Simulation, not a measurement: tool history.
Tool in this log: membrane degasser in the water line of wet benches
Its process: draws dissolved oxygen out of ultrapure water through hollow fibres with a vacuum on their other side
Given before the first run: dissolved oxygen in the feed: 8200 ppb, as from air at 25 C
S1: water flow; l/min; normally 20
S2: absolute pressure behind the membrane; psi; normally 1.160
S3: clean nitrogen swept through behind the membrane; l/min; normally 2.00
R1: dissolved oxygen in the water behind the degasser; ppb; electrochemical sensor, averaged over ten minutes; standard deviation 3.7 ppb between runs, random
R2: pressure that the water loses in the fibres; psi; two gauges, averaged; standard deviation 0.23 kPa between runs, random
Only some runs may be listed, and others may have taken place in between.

run    hour  S1     S2    S3     R1      R2
  1     0.0  20  1.160  2.00  395.1   8.403
  2   189.7  20  1.160  2.00  392.9   8.348
  3   314.3  20  1.160  2.00  393.7   8.382
  4   498.0  12  1.160  2.00  206.1   5.031
  5   647.6  12  1.160  2.00  205.7   5.036
  6   838.3  12  1.160  2.00  208.2   4.978
  7  1034.5  20  1.160  2.00  400.0   8.361
  8  1172.9  20  1.160  3.32  360.3   8.399
  9  1347.2  20  1.160  3.32  365.8   8.425
 10  1508.1  20  1.160  2.00  402.5   8.370
 11  1664.0  20  1.160  2.00  406.2   8.406
 12  1762.1  20  1.160  2.00  412.3   8.389
 13  1925.6  20  1.160  2.00  402.9   8.464
 14  2066.7  20  1.160  5.34  345.6   8.435
 15  2164.7  20  1.160  5.34  341.7   8.504
 16  2334.2  20  1.160  2.00  410.7   8.464
 17  2451.3  25  1.160  0.87  652.1  10.540

Expected results for the next run?
 18  2581.9  13  2.429  2.00   ?   ?

Run 18 yielded R1 363.2 ppb, R2 5.497 psi.
The same run, on a tool lacking any hidden state, would have yielded R1 339.3 ppb, R2 5.301 psi.

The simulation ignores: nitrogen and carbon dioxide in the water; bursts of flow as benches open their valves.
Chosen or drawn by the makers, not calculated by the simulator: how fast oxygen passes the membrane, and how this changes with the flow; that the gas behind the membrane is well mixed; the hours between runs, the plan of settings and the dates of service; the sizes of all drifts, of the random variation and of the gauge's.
